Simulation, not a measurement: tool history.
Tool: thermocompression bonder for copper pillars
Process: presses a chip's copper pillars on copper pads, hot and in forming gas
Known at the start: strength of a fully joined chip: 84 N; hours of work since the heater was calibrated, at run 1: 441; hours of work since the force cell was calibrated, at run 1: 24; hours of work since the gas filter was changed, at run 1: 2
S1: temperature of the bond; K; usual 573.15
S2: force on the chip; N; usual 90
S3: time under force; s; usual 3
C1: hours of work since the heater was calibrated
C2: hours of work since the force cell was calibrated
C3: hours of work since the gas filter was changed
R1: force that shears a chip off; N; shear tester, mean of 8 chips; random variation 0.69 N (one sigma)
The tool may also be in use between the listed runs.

{"run": 1, "hour": 0.0, "S1": 573.15, "S2": 90, "S3": 3, "C1": 441, "C2": 24, "C3": 2, "R1": 46.9}
{"run": 2, "hour": 43.7, "S1": 573.15, "S2": 60, "S3": 3, "C1": 461, "C2": 44, "C3": 21, "R1": 35.6}
{"run": 3, "hour": 83.8, "S1": 573.15, "S2": 60, "S3": 3, "C1": 478, "C2": 61, "C3": 39, "R1": 36}
{"run": 4, "hour": 119.6, "S1": 573.15, "S2": 66, "S3": 3, "C1": 494, "C2": 77, "C3": 55, "R1": 38.3}
{"run": 5, "hour": 146.3, "S1": 573.15, "S2": 66, "S3": 3, "C1": 506, "C2": 89, "C3": 66, "R1": 39.3}
{"run": 6, "hour": 177.1, "S1": 573.15, "S2": 74, "S3": 3, "C1": 519, "C2": 103, "C3": 80, "R1": 41}
{"run": 7, "hour": 215.2, "S1": 573.15, "S2": 90, "S3": 3, "C1": 536, "C2": 119, "C3": 97, "R1": 47.5}
{"run": 8, "hour": 235.9, "S1": 573.15, "S2": 93, "S3": 3, "C1": 545, "C2": 129, "C3": 106, "R1": 48.5}
{"run": 9, "hour": 256.7, "S1": 573.15, "S2": 93, "S3": 3, "C1": 555, "C2": 138, "C3": 115, "R1": 47.7}
{"run": 10, "hour": 285.9, "S1": 573.15, "S2": 90, "S3": 3, "C1": 567, "C2": 151, "C3": 128, "R1": 47.2}
{"run": 11, "hour": 333.2, "S1": 573.15, "S2": 90, "S3": 3, "C1": 588, "C2": 171, "C3": 149, "R1": 47.5}
{"run": 12, "hour": 368.9, "S1": 573.15, "S2": 90, "S3": 3, "C1": 604, "C2": 187, "C3": 165, "R1": 46.9}
{"run": 13, "hour": 414.6, "S1": 573.15, "S2": 80, "S3": 3, "C1": 624, "C2": 207, "C3": 185, "R1": 44.5}
{"run": 14, "hour": 442.4, "S1": 573.15, "S2": 80, "S3": 3, "C1": 636, "C2": 220, "C3": 197, "R1": 44}
{"run": 15, "hour": 487.9, "S1": 573.15, "S2": 63, "S3": 3, "C1": 657, "C2": 240, "C3": 217, "R1": 36.6}
{"run": 16, "hour": 521.0, "S1": 573.15, "S2": 63, "S3": 3, "C1": 671, "C2": 254, "C3": 232, "R1": 36.5}
{"run": 17, "hour": 544.2, "S1": 573.15, "S2": 63, "S3": 3, "C1": 681, "C2": 265, "C3": 242, "R1": 37.7}
{"hour": 571.8, "done": "forming gas filter changed"}
{"run": 18, "hour": 583.8, "S1": 573.15, "S2": 90, "S3": 3, "C1": 699, "C2": 282, "C3": 5, "R1": 46.8}
{"run": 19, "hour": 621.4, "S1": 573.15, "S2": 90, "S3": 3, "C1": 715, "C2": 298, "C3": 22, "R1": 46.7}
{"run": 20, "hour": 656.3, "S1": 573.15, "S2": 90, "S3": 3, "C1": 731, "C2": 314, "C3": 37, "R1": 47.1}
{"run": 21, "hour": 693.4, "S1": 582.15, "S2": 72, "S3": 7, "C1": 747, "C2": 330, "C3": 54, "R1": 58.8}
{"run": 22, "hour": 724.2, "S1": 582.15, "S2": 72, "S3": 7, "C1": 761, "C2": 344, "C3": 67, "R1": 57.6}
{"run": 23, "hour": 759.7, "S1": 598.15, "S2": 70, "S3": 9, "C1": 776, "C2": 359, "C3": 83, "R1": 64.8}
{"run": 24, "hour": 806.1, "S1": 573.15, "S2": 90, "S3": 6, "C1": 797, "C2": 380, "C3": 103, "R1": 58.1}
{"run": 25, "hour": 848.1, "S1": 573.15, "S2": 90, "S3": 6, "C1": 815, "C2": 398, "C3": 122, "R1": 58.2}
{"run": 26, "hour": 875.9, "S1": 573.15, "S2": 90, "S3": 6, "C1": 828, "C2": 411, "C3": 134, "R1": 57.8}
{"run": 27, "hour": 917.1, "S1": 558.15, "S2": 80, "S3": 8, "C1": 846, "C2": 429, "C3": 152, "R1": 51.9}
{"hour": 935.1, "done": "heater calibrated with a thermocouple chip"}
{"run": 28, "hour": 947.4, "S1": 595.15, "S2": 127, "S3": 3, "C1": 5, "C2": 441, "C3": 165, "R1": 65.5}
{"run": 29, "hour": 986.4, "S1": 555.15, "S2": 67, "S3": 6, "C1": 23, "C2": 459, "C3": 182, "R1": 42}
{"run": 30, "hour": 1023.6, "S1": 555.15, "S2": 67, "S3": 6, "C1": 39, "C2": 475, "C3": 198, "R1": 41.4}
{"run": 31, "hour": 1056.3, "S1": 555.15, "S2": 67, "S3": 6, "C1": 53, "C2": 489, "C3": 213, "R1": 41.7}
{"run": 32, "hour": 1093.3, "S1": 555.15, "S2": 67, "S3": 6, "C1": 70, "C2": 506, "C3": 229, "R1": 40.6}
{"run": 33, "hour": 1126.2, "S1": 555.15, "S2": 82, "S3": 8, "C1": 84, "C2": 520, "C3": 244, "R1": 51.1}
{"hour": 1150.0, "done": "forming gas filter changed"}
{"run": 34, "hour": 1150.0, "S1": 587.15, "S2": 99, "S3": 5, "C1": 95, "C2": 531, "C3": 0, "R1": 63.5}
{"run": 35, "hour": 1193.2, "S1": 559.15, "S2": 99, "S3": 2, "C1": 114, "C2": 550, "C3": 19, "R1": 37.2}
{"run": 36, "hour": 1231.0, "S1": 559.15, "S2": 121, "S3": 6, "C1": 130, "C2": 566, "C3": 36, "R1": 59.8}
{"run": 37, "hour": 1252.1, "S1": 573.15, "S2": 71, "S3": 9, "C1": 140, "C2": 576, "C3": 45, "R1": 56.5}
{"run": 38, "hour": 1286.3, "S1": 547.15, "S2": 121, "S3": 2, "C1": 155, "C2": 591, "C3": 60, "R1": 38.3}
{"run": 39, "hour": 1319.2, "S1": 560.15, "S2": 90, "S3": 6, "C1": 169, "C2": 605, "C3": 75, "R1": 51.5}
{"run": 40, "hour": 1346.7, "S1": 560.15, "S2": 69, "S3": 4, "C1": 181, "C2": 617, "C3": 87, "R1": 38}

Forecast each of these 4 alternatives for the next run:
{"run": "A", "hour": 1387.8, "S1": 593.15, "S2": 90, "S3": 4, "C1": 199, "C2": 635, "C3": 105, "R1": "?"}
{"run": "B", "hour": 1387.8, "S1": 582.15, "S2": 56, "S3": 2, "C1": 199, "C2": 635, "C3": 105, "R1": "?"}
{"run": "C", "hour": 1387.8, "S1": 593.15, "S2": 69, "S3": 8, "C1": 199, "C2": 635, "C3": 105, "R1": "?"}
{"run": "D", "hour": 1387.8, "S1": 573.15, "S2": 120, "S3": 3, "C1": 199, "C2": 635, "C3": 105, "R1": "?"}

run=A R1=60.3
run=B R1=31.8
run=C R1=63
run=D R1=54.8
Without the tool's hidden state the same runs would have given:
run=A R1=60.3
run=B R1=31.7
run=C R1=63
run=D R1=54.8
